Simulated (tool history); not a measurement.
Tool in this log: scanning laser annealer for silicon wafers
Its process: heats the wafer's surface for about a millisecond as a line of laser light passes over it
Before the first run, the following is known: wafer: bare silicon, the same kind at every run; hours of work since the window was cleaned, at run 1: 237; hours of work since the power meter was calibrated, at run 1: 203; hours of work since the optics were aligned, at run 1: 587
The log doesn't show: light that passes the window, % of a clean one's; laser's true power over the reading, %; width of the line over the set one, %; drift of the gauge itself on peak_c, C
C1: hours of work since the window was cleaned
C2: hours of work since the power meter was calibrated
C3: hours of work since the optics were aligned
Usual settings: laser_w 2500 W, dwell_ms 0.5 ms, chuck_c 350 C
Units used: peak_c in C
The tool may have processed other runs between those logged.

{"run": 1, "hour": 0.0, "laser_w": 2500, "dwell_ms": 0.5, "chuck_c": 350, "C1": 237, "C2": 203, "C3": 587, "peak_c": 1099}
{"run": 2, "hour": 6.6, "laser_w": 2500, "dwell_ms": 0.5, "chuck_c": 350, "C1": 242, "C2": 207, "C3": 591, "peak_c": 1098}
{"run": 3, "hour": 12.7, "laser_w": 2500, "dwell_ms": 0.5, "chuck_c": 353, "C1": 246, "C2": 212, "C3": 596, "peak_c": 1099}
{"run": 4, "hour": 16.4, "laser_w": 2500, "dwell_ms": 0.5, "chuck_c": 353, "C1": 249, "C2": 214, "C3": 598, "peak_c": 1102}
{"run": 5, "hour": 22.3, "laser_w": 2500, "dwell_ms": 0.5, "chuck_c": 367, "C1": 253, "C2": 218, "C3": 602, "peak_c": 1114}
{"run": 6, "hour": 30.1, "laser_w": 2500, "dwell_ms": 0.5, "chuck_c": 367, "C1": 259, "C2": 224, "C3": 608, "peak_c": 1116}
{"run": 7, "hour": 38.4, "laser_w": 2647, "dwell_ms": 0.5, "chuck_c": 350, "C1": 265, "C2": 230, "C3": 614, "peak_c": 1147}
{"run": 8, "hour": 44.5, "laser_w": 2647, "dwell_ms": 0.5, "chuck_c": 350, "C1": 269, "C2": 234, "C3": 618, "peak_c": 1147}
{"run": 9, "hour": 53.5, "laser_w": 2647, "dwell_ms": 0.5, "chuck_c": 350, "C1": 275, "C2": 240, "C3": 624, "peak_c": 1144}
{"run": 10, "hour": 61.6, "laser_w": 2500, "dwell_ms": 0.5, "chuck_c": 350, "C1": 281, "C2": 246, "C3": 630, "peak_c": 1093}
{"run": 11, "hour": 65.5, "laser_w": 2500, "dwell_ms": 0.5, "chuck_c": 320, "C1": 284, "C2": 249, "C3": 633, "peak_c": 1061}
{"run": 12, "hour": 71.3, "laser_w": 2500, "dwell_ms": 0.5, "chuck_c": 350, "C1": 288, "C2": 253, "C3": 637, "peak_c": 1091}
{"run": 13, "hour": 76.6, "laser_w": 2500, "dwell_ms": 0.5, "chuck_c": 350, "C1": 291, "C2": 257, "C3": 641, "peak_c": 1092}
{"run": 14, "hour": 85.7, "laser_w": 2500, "dwell_ms": 0.5, "chuck_c": 342, "C1": 298, "C2": 263, "C3": 647, "peak_c": 1082}
{"run": 15, "hour": 94.3, "laser_w": 2500, "dwell_ms": 0.5, "chuck_c": 342, "C1": 304, "C2": 269, "C3": 653, "peak_c": 1081}
{"run": 16, "hour": 101.6, "laser_w": 2500, "dwell_ms": 0.5, "chuck_c": 342, "C1": 309, "C2": 274, "C3": 658, "peak_c": 1082}
{"run": 17, "hour": 106.0, "laser_w": 2500, "dwell_ms": 0.5, "chuck_c": 342, "C1": 312, "C2": 277, "C3": 661, "peak_c": 1082}
{"run": 18, "hour": 115.2, "laser_w": 2633, "dwell_ms": 0.5, "chuck_c": 350, "C1": 319, "C2": 284, "C3": 668, "peak_c": 1133}
{"run": 19, "hour": 121.7, "laser_w": 2500, "dwell_ms": 0.5, "chuck_c": 350, "C1": 323, "C2": 288, "C3": 673, "peak_c": 1089}
{"run": 20, "hour": 128.2, "laser_w": 2500, "dwell_ms": 0.5, "chuck_c": 350, "C1": 328, "C2": 293, "C3": 677, "peak_c": 1090}
{"run": 21, "hour": 135.1, "laser_w": 2500, "dwell_ms": 0.5, "chuck_c": 350, "C1": 333, "C2": 298, "C3": 682, "peak_c": 1084}
{"run": 22, "hour": 139.4, "laser_w": 2500, "dwell_ms": 0.5, "chuck_c": 350, "C1": 336, "C2": 301, "C3": 685, "peak_c": 1088}
{"hour": 145.2, "done": "window over the wafer cleaned"}
{"run": 23, "hour": 148.3, "laser_w": 2500, "dwell_ms": 0.5, "chuck_c": 361, "C1": 2, "C2": 306, "C3": 690, "peak_c": 1127}
{"run": 24, "hour": 154.3, "laser_w": 2500, "dwell_ms": 0.5, "chuck_c": 361, "C1": 6, "C2": 310, "C3": 694, "peak_c": 1128}
{"run": 25, "hour": 159.5, "laser_w": 2500, "dwell_ms": 0.5, "chuck_c": 361, "C1": 10, "C2": 314, "C3": 698, "peak_c": 1128}
{"run": 26, "hour": 167.0, "laser_w": 2500, "dwell_ms": 0.5, "chuck_c": 361, "C1": 15, "C2": 319, "C3": 703, "peak_c": 1123}
{"run": 27, "hour": 172.8, "laser_w": 2246, "dwell_ms": 0.55, "chuck_c": 364, "C1": 19, "C2": 323, "C3": 707, "peak_c": 1069}
{"hour": 178.6, "done": "optics aligned, line set to its width"}
{"run": 28, "hour": 184.7, "laser_w": 2246, "dwell_ms": 0.55, "chuck_c": 344, "C1": 24, "C2": 328, "C3": 4, "peak_c": 1040}
{"run": 29, "hour": 193.6, "laser_w": 2500, "dwell_ms": 0.462, "chuck_c": 371, "C1": 31, "C2": 334, "C3": 11, "peak_c": 1097}
{"run": 30, "hour": 201.8, "laser_w": 2211, "dwell_ms": 0.463, "chuck_c": 328, "C1": 36, "C2": 340, "C3": 16, "peak_c": 955}
{"run": 31, "hour": 207.8, "laser_w": 2211, "dwell_ms": 0.478, "chuck_c": 386, "C1": 41, "C2": 344, "C3": 21, "peak_c": 1022}
{"run": 32, "hour": 211.7, "laser_w": 2661, "dwell_ms": 0.391, "chuck_c": 359, "C1": 43, "C2": 347, "C3": 23, "peak_c": 1075}
{"run": 33, "hour": 219.3, "laser_w": 2374, "dwell_ms": 0.5, "chuck_c": 327, "C1": 49, "C2": 352, "C3": 29, "peak_c": 1034}
{"run": 34, "hour": 223.3, "laser_w": 2374, "dwell_ms": 0.5, "chuck_c": 327, "C1": 52, "C2": 355, "C3": 32, "peak_c": 1035}
{"hour": 232.0, "done": "optics aligned, line set to its width, once more"}
{"run": 35, "hour": 235.9, "laser_w": 2374, "dwell_ms": 0.5, "chuck_c": 327, "C1": 57, "C2": 360, "C3": 3, "peak_c": 1064}
{"run": 36, "hour": 243.9, "laser_w": 2500, "dwell_ms": 0.543, "chuck_c": 332, "C1": 63, "C2": 366, "C3": 8, "peak_c": 1148}
{"run": 37, "hour": 249.8, "laser_w": 2231, "dwell_ms": 0.494, "chuck_c": 366, "C1": 67, "C2": 370, "C3": 13, "peak_c": 1043}
{"run": 38, "hour": 258.5, "laser_w": 2231, "dwell_ms": 0.494, "chuck_c": 366, "C1": 73, "C2": 376, "C3": 19, "peak_c": 1044}
{"run": 39, "hour": 262.7, "laser_w": 2500, "dwell_ms": 0.527, "chuck_c": 370, "C1": 76, "C2": 379, "C3": 22, "peak_c": 1172}
{"run": 40, "hour": 271.6, "laser_w": 2500, "dwell_ms": 0.411, "chuck_c": 357, "C1": 82, "C2": 386, "C3": 28, "peak_c": 1063}
{"run": 41, "hour": 278.4, "laser_w": 2275, "dwell_ms": 0.411, "chuck_c": 357, "C1": 87, "C2": 390, "C3": 33, "peak_c": 988}

The logged runs with the hidden state left out (each run's random variation unchanged):
run=1 peak_c=1143
run=2 peak_c=1143
run=3 peak_c=1145
run=4 peak_c=1148
run=5 peak_c=1160
run=6 peak_c=1163
run=7 peak_c=1198
run=8 peak_c=1199
run=9 peak_c=1197
run=10 peak_c=1143
run=11 peak_c=1111
run=12 peak_c=1141
run=13 peak_c=1143
run=14 peak_c=1134
run=15 peak_c=1134
run=16 peak_c=1135
run=17 peak_c=1135
run=18 peak_c=1191
run=19 peak_c=1144
run=20 peak_c=1145
run=21 peak_c=1140
run=22 peak_c=1145
run=23 peak_c=1154
run=24 peak_c=1155
run=25 peak_c=1155
run=26 peak_c=1152
run=27 peak_c=1096
run=28 peak_c=1075
run=29 peak_c=1134
run=30 peak_c=988
run=31 peak_c=1056
run=32 peak_c=1113
run=33 peak_c=1073
run=34 peak_c=1074
run=35 peak_c=1074
run=36 peak_c=1161
run=37 peak_c=1054
run=38 peak_c=1056
run=39 peak_c=1186
run=40 peak_c=1076
run=41 peak_c=1001
